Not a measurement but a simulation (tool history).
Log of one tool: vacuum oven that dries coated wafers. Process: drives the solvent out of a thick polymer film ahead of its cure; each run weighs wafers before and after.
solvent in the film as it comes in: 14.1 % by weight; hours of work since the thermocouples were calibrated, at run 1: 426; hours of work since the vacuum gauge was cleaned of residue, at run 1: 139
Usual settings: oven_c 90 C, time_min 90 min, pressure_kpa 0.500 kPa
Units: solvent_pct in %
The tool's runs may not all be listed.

run	hour	oven_c	time_min	pressure_kpa	hours of work since the thermocouples were calibrated	hours of work since the vacuum gauge was cleaned of residue	solvent_pct
1	0.0	90	90	0.500	426	139	1.12
2	29.0	90	90	0.681	442	156	1.12
3	58.5	90	90	0.681	459	173	1.11
4	82.8	90	91	0.500	473	187	1.06
5	106.6	90	91	0.500	487	200	1.02
6	131.3	90	91	0.500	501	215	1.02
7	149.1	90	90	0.500	511	225	1.11
8	181.2	90	90	0.500	529	243	1.05
9	213.3	100	90	0.500	548	261	0.29
10	236.5	77	114	0.500	561	275	2.58
11	263.1	86	127	0.929	576	290	1.04
12	280.1	88	90	1.020	586	300	1.59
13	307.6	93	108	0.500	602	315	0.49
14	327.5	93	108	0.274	613	327	0.41
15	358.0	95	49	0.331	630	344	1.99
16	373.0	85	51	0.354	639	353	3.86
17	400.0	77	90	0.417	654	368	3.43

5 ways to go on from here, each from the tool as it stands after run 17. What would each give?
A	430.1	104	52	0.476	672	386	?
B	430.1	105	49	1.487	672	386	?
C	430.1	90	101	0.500	672	386	?
D	430.1	98	130	0.348	672	386	?
E	430.1	77	90	1.231	672	386	?

run	solvent_pct
A	0.67
B	0.94
C	0.83
D	0.17
E	3.88
Without the tool's hidden state the same runs would have given:
run	solvent_pct
A	0.67
B	0.94
C	0.83
D	0.17
E	3.88

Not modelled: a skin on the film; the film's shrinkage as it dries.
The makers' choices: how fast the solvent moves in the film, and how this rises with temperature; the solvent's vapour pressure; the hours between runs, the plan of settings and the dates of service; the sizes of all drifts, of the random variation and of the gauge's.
